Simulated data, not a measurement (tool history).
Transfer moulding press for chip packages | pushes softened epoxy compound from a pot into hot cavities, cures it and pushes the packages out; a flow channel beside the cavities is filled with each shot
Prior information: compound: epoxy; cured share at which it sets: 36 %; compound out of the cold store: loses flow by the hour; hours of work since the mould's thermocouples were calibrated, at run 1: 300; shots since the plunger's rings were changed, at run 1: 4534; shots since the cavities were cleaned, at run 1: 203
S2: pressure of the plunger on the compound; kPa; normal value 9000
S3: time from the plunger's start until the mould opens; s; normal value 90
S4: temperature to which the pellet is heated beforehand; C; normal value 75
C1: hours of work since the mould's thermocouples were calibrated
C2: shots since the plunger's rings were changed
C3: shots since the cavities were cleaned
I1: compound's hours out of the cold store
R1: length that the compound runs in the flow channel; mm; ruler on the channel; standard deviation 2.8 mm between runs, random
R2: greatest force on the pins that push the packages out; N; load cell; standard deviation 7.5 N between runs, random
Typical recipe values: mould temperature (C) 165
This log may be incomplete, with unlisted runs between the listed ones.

{"run": 1, "hour": 0.0, "mould temperature (C)": 165, "S2": 9000, "S3": 90, "S4": 75, "C1": 300, "C2": 4534, "C3": 203, "I1": 30.5, "R1": 904, "R2": 418}
{"run": 2, "hour": 15.2, "mould temperature (C)": 165, "S2": 9000, "S3": 90, "S4": 75, "C1": 308, "C2": 4688, "C3": 357, "I1": 23.5, "R1": 939, "R2": 452}
{"run": 3, "hour": 47.2, "mould temperature (C)": 165, "S2": 9000, "S3": 90, "S4": 75, "C1": 324, "C2": 5012, "C3": 681, "I1": 20.2, "R1": 955, "R2": 563}
{"run": 4, "hour": 65.3, "mould temperature (C)": 165, "S2": 9000, "S3": 90, "S4": 75, "C1": 333, "C2": 5195, "C3": 864, "I1": 17.8, "R1": 965, "R2": 590}
{"hour": 76.8, "done": "cavities cleaned with cleaning compound and waxed"}
{"run": 5, "hour": 93.3, "mould temperature (C)": 165, "S2": 9000, "S3": 90, "S4": 75, "C1": 346, "C2": 5462, "C3": 166, "I1": 38.7, "R1": 859, "R2": 393}
{"run": 6, "hour": 125.4, "mould temperature (C)": 165, "S2": 9000, "S3": 90, "S4": 75, "C1": 363, "C2": 5787, "C3": 491, "I1": 35.3, "R1": 879, "R2": 502}
{"run": 7, "hour": 147.1, "mould temperature (C)": 165, "S2": 9000, "S3": 90, "S4": 75, "C1": 374, "C2": 6006, "C3": 710, "I1": 20.7, "R1": 945, "R2": 567}
{"hour": 166.8, "done": "plunger's sealing rings changed"}
{"run": 8, "hour": 170.9, "mould temperature (C)": 165, "S2": 9000, "S3": 90, "S4": 83, "C1": 385, "C2": 42, "C3": 925, "I1": 35.1, "R1": 909, "R2": 550}
{"hour": 177.4, "done": "cavities cleaned with cleaning compound and waxed"}
{"run": 9, "hour": 198.7, "mould temperature (C)": 172, "S2": 9000, "S3": 90, "S4": 75, "C1": 398, "C2": 308, "C3": 215, "I1": 33, "R1": 891, "R2": 345}
{"run": 10, "hour": 231.9, "mould temperature (C)": 165, "S2": 9000, "S3": 90, "S4": 71, "C1": 415, "C2": 644, "C3": 551, "I1": 26.6, "R1": 948, "R2": 531}
{"run": 11, "hour": 266.9, "mould temperature (C)": 165, "S2": 9000, "S3": 90, "S4": 75, "C1": 433, "C2": 998, "C3": 905, "I1": 15, "R1": 1007, "R2": 596}
{"hour": 274.2, "done": "cavities cleaned with cleaning compound and waxed"}
{"run": 12, "hour": 289.3, "mould temperature (C)": 158, "S2": 9000, "S3": 90, "S4": 75, "C1": 443, "C2": 1209, "C3": 152, "I1": 28.7, "R1": 964, "R2": 594}
{"run": 13, "hour": 317.5, "mould temperature (C)": 158, "S2": 9000, "S3": 90, "S4": 75, "C1": 457, "C2": 1494, "C3": 437, "I1": 21, "R1": 1007, "R2": 758}
{"run": 14, "hour": 349.2, "mould temperature (C)": 158, "S2": 9000, "S3": 90, "S4": 75, "C1": 473, "C2": 1814, "C3": 757, "I1": 35.6, "R1": 933, "R2": 805}
{"hour": 371.8, "done": "cavities cleaned with cleaning compound and waxed"}
{"run": 15, "hour": 379.1, "mould temperature (C)": 165, "S2": 9000, "S3": 90, "S4": 75, "C1": 488, "C2": 2101, "C3": 74, "I1": 23.2, "R1": 966, "R2": 344}
{"run": 16, "hour": 413.9, "mould temperature (C)": 165, "S2": 9000, "S3": 90, "S4": 75, "C1": 506, "C2": 2453, "C3": 426, "I1": 19.7, "R1": 972, "R2": 472}
{"run": 17, "hour": 447.4, "mould temperature (C)": 165, "S2": 9000, "S3": 90, "S4": 75, "C1": 523, "C2": 2792, "C3": 765, "I1": 11.1, "R1": 1018, "R2": 572}
{"run": 18, "hour": 465.2, "mould temperature (C)": 162, "S2": 10070, "S3": 95, "S4": 79, "C1": 532, "C2": 2972, "C3": 945, "I1": 36.2, "R1": 950, "R2": 602}
{"hour": 468.7, "done": "cavities cleaned with cleaning compound and waxed"}
{"run": 19, "hour": 481.6, "mould temperature (C)": 162, "S2": 10070, "S3": 95, "S4": 79, "C1": 539, "C2": 3122, "C3": 130, "I1": 35.4, "R1": 955, "R2": 406}
{"run": 20, "hour": 499.0, "mould temperature (C)": 162, "S2": 10070, "S3": 95, "S4": 79, "C1": 548, "C2": 3298, "C3": 306, "I1": 22.8, "R1": 1023, "R2": 475}
{"run": 21, "hour": 514.2, "mould temperature (C)": 171, "S2": 9000, "S3": 79, "S4": 74, "C1": 556, "C2": 3451, "C3": 459, "I1": 12.2, "R1": 981, "R2": 452}
{"run": 22, "hour": 548.0, "mould temperature (C)": 171, "S2": 9000, "S3": 79, "S4": 74, "C1": 573, "C2": 3793, "C3": 801, "I1": 12.4, "R1": 977, "R2": 528}
{"hour": 568.2, "done": "cavities cleaned with cleaning compound and waxed"}
{"run": 23, "hour": 569.2, "mould temperature (C)": 161, "S2": 9000, "S3": 76, "S4": 80, "C1": 583, "C2": 3993, "C3": 10, "I1": 28.2, "R1": 939, "R2": 519}
{"run": 24, "hour": 602.1, "mould temperature (C)": 161, "S2": 9000, "S3": 76, "S4": 80, "C1": 599, "C2": 4326, "C3": 343, "I1": 44.2, "R1": 859, "R2": 724}
{"run": 25, "hour": 620.5, "mould temperature (C)": 161, "S2": 7290, "S3": 76, "S4": 80, "C1": 609, "C2": 4511, "C3": 528, "I1": 22.7, "R1": 864, "R2": 887}
{"run": 26, "hour": 650.9, "mould temperature (C)": 165, "S2": 9000, "S3": 86, "S4": 82, "C1": 624, "C2": 4818, "C3": 835, "I1": 16.5, "R1": 970, "R2": 610}
{"hour": 665.5, "done": "cavities cleaned with cleaning compound and waxed"}
{"run": 27, "hour": 672.7, "mould temperature (C)": 165, "S2": 9000, "S3": 77, "S4": 77, "C1": 634, "C2": 5024, "C3": 73, "I1": 37.7, "R1": 867, "R2": 427}
{"run": 28, "hour": 706.7, "mould temperature (C)": 164, "S2": 8650, "S3": 89, "S4": 75, "C1": 652, "C2": 5367, "C3": 416, "I1": 29.9, "R1": 884, "R2": 496}
{"run": 29, "hour": 728.9, "mould temperature (C)": 164, "S2": 8650, "S3": 89, "S4": 75, "C1": 663, "C2": 5591, "C3": 640, "I1": 27.8, "R1": 892, "R2": 574}

Here are 3 independent what-if runs from the current tool condition. What would each one return?
{"run": "A", "hour": 755.4, "mould temperature (C)": 162, "S2": 9000, "S3": 90, "S4": 85, "C1": 676, "C2": 5859, "C3": 908, "I1": 9.2, "R1": "?", "R2": "?"}
{"run": "B", "hour": 755.4, "mould temperature (C)": 158, "S2": 10980, "S3": 90, "S4": 75, "C1": 676, "C2": 5859, "C3": 908, "I1": 46.6, "R1": "?", "R2": "?"}
{"run": "C", "hour": 755.4, "mould temperature (C)": 165, "S2": 9000, "S3": 90, "S4": 76, "C1": 676, "C2": 5859, "C3": 908, "I1": 47.5, "R1": "?", "R2": "?"}

run=A R1=1020 R2=686
run=B R1=937 R2=791
run=C R1=823 R2=556
With the hidden condition removed and each run's random variation left untouched, the same runs would have given:
run=A R1=1070 R2=400
run=B R1=983 R2=461
run=C R1=862 R2=314

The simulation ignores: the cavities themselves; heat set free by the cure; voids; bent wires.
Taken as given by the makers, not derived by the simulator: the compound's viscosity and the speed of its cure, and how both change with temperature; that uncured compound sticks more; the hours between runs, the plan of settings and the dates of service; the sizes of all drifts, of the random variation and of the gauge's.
